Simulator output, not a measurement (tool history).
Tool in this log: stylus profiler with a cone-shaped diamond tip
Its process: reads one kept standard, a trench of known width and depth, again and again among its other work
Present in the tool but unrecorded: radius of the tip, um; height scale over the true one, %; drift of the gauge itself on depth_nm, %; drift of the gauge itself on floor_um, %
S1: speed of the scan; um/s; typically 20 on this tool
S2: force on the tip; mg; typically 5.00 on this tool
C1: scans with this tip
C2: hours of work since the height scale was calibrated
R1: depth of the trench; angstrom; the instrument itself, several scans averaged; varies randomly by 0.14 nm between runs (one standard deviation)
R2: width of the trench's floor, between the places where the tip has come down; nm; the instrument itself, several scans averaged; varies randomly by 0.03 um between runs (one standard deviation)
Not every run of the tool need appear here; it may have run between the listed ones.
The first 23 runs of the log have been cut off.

run,hour,S1,S2,C1,C2,R1,R2
24,720.0,5,8.01,11262,1278,5153.6,15610
25,742.6,33,4.84,11391,1292,5113.7,15520
26,774.7,33,2.71,11574,1313,5074.9,15450
27,808.3,33,2.71,11766,1335,5073.0,15420
28,844.1,27,2.71,11969,1358,5073.9,15490
29,866.2,23,2.11,12095,1372,5063.4,15510
30,909.9,24,2.31,12344,1400,5070.5,15440
31,942.5,16,5.83,12530,1421,5126.7,15520
32,966.3,37,2.30,12665,1437,5068.9,15330
33,999.6,30,5.00,12855,1458,5114.9,15500
34,1038.3,15,6.15,13076,1483,5129.4,15590
35,1066.9,55,8.00,13238,1502,5156.6,15450
36,1088.9,12,3.16,13364,1516,5082.2,15520
37,1126.7,8,2.56,13579,1540,5073.1,15610
38,1166.0,8,2.56,13803,1566,5070.2,15570
39,1204.7,11,4.91,14023,1591,5115.2,15570
40,1225.3,11,4.91,14141,1604,5113.5,15550
41,1271.3,5,9.68,14403,1634,5179.2,15610
42,1317.5,6,1.73,14666,1664,5054.6,15550
43,1351.6,12,4.01,14860,1686,5099.6,15550
44,1382.3,10,3.36,15035,1706,5086.8,15580
45,1428.8,13,2.68,15299,1736,5078.1,15550

Predict each of these 3 candidate next runs independently; none follows another, all start after run 45:
A,1470.2,20,2.93,15535,1762,?,?
B,1470.2,62,12.18,15535,1762,?,?
C,1470.2,69,7.35,15535,1762,?,?

run,R1,R2
A,5077.8,15510
B,5207.9,15440
C,5149.1,15440
Without the tool's unlogged condition, the same runs would have read:
run,R1,R2
A,5077.7,15520
B,5207.9,15450
C,5149.1,15440
